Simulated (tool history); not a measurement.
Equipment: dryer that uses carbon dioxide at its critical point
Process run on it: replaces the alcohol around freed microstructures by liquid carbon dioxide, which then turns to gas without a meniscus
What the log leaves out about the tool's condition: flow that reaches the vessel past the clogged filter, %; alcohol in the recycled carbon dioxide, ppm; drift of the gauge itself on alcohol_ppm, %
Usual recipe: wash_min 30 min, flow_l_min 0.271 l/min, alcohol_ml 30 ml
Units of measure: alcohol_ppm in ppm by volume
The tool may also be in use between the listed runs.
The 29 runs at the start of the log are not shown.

run	hour	wash_min	flow_l_min	alcohol_ml	hours of work since the filter was changed	hours of work since the purifier's bed was changed	alcohol_ppm
30	200.9	30	0.276	24	360	129	100
31	207.2	24	0.179	30	362	132	1578
32	215.7	28	0.344	68	366	136	121
33	220.3	26	0.237	68	368	138	934
34	226.2	25	0.236	84	371	140	1362
35	235.1	24	0.182	34	374	144	1711
36	240.3	24	0.182	34	377	146	1679
37	245.6	27	0.271	25	379	148	178
38	251.2	27	0.271	25	381	151	196
39	257.4	26	0.201	25	384	154	703
40	262.5	26	0.201	25	386	156	693
41	269.5	26	0.201	25	389	159	698
42	274.8	30	0.271	28	391	161	129

Forecast each of these 4 alternatives for the next run:
A	283.3	31	0.458	44	395	165	?
B	283.3	24	0.362	36	395	165	?
C	283.3	30	0.356	30	395	165	?
D	283.3	24	0.36	28	395	165	?

run	alcohol_ppm
A	51
B	113
C	61
D	107
Stripped of hidden state, with their random variation kept, the same runs would have yielded:
run	alcohol_ppm
A	7
B	37
C	11
D	37

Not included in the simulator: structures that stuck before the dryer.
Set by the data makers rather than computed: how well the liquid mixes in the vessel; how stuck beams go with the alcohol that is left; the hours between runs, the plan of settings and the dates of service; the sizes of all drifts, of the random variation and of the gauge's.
